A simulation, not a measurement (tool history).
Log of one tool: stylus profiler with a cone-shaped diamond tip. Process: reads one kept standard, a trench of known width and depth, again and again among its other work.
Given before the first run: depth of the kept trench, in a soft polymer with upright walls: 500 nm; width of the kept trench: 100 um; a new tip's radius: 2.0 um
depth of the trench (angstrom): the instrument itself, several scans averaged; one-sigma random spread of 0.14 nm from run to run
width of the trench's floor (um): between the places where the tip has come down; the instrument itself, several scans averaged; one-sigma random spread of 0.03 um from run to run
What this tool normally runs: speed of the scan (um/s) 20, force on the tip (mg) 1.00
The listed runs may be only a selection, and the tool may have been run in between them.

run,hour,speed of the scan (um/s),force on the tip (mg),depth of the trench (angstrom),width of the trench's floor (um)
1,0.0,20,1.00,5037.2,97.15
2,12.4,20,1.00,5035.5,97.21
3,28.4,20,1.20,5040.6,97.25
4,35.5,20,1.20,5038.5,97.30
5,51.2,20,1.20,5038.3,97.24
6,61.7,29,1.00,5035.6,97.12
7,78.8,20,1.00,5033.2,97.22
8,91.6,20,1.00,5032.8,97.25
9,107.5,20,1.00,5033.4,97.21
10,116.1,20,1.80,5053.1,97.25
11,131.0,74,1.00,5037.2,96.76
12,140.4,20,1.00,5035.5,97.26
13,150.2,29,1.00,5035.3,97.10
14,164.1,29,1.00,5033.9,97.11
15,177.3,29,1.00,5037.1,97.11
16,189.8,20,0.69,5026.6,97.23
17,200.5,20,0.69,5028.0,97.14
18,207.4,26,1.00,5036.3,97.16
19,224.3,20,1.25,5041.7,97.23
20,238.8,20,1.25,5041.9,97.23
21,252.3,20,1.25,5041.8,97.25
22,269.3,20,1.00,5036.5,97.25
23,285.2,20,1.00,5035.5,97.22
24,301.7,20,1.00,5036.2,97.16
25,314.7,8,0.57,5023.1,97.26
26,324.8,41,1.00,5034.0,97.09
27,335.3,41,1.00,5034.9,97.08
28,350.2,41,1.00,5036.2,97.04
29,361.1,58,1.07,5037.7,96.93
30,375.5,58,1.07,5037.6,96.95
31,384.4,58,1.07,5037.4,96.93
32,398.6,19,1.53,5047.5,97.26
33,414.7,19,1.53,5048.1,97.18
34,429.1,13,0.48,5022.7,97.20
35,440.8,30,1.00,5035.2,97.08
36,451.7,30,1.00,5034.6,97.19
37,465.9,26,0.53,5023.0,97.08
38,476.3,7,0.40,5021.6,97.29
39,490.8,7,0.40,5017.5,97.25
40,507.5,25,2.49,5064.8,97.26
41,518.2,11,1.00,5037.1,97.28
42,535.3,17,1.30,5042.9,97.29
43,548.0,17,1.30,5042.9,97.22
44,559.5,52,0.45,5022.4,96.76
45,567.7,24,0.61,5022.9,97.12
46,583.4,29,0.61,5025.5,97.11
47,595.8,23,2.69,5070.1,97.21

Below are 3 alternative next runs, each starting from the tool's condition after run 47. Predict each:
A,609.6,23,1.93,?,?
B,609.6,25,0.35,?,?
C,609.6,12,0.38,?,?

run,depth of the trench (angstrom),width of the trench's floor (um)
A,5056.1,97.23
B,5018.9,97.09
C,5018.0,97.24
Without the tool's hidden state the same runs would have given:
run,depth of the trench (angstrom),width of the trench's floor (um)
A,5056.2,97.23
B,5018.9,97.10
C,5018.0,97.24

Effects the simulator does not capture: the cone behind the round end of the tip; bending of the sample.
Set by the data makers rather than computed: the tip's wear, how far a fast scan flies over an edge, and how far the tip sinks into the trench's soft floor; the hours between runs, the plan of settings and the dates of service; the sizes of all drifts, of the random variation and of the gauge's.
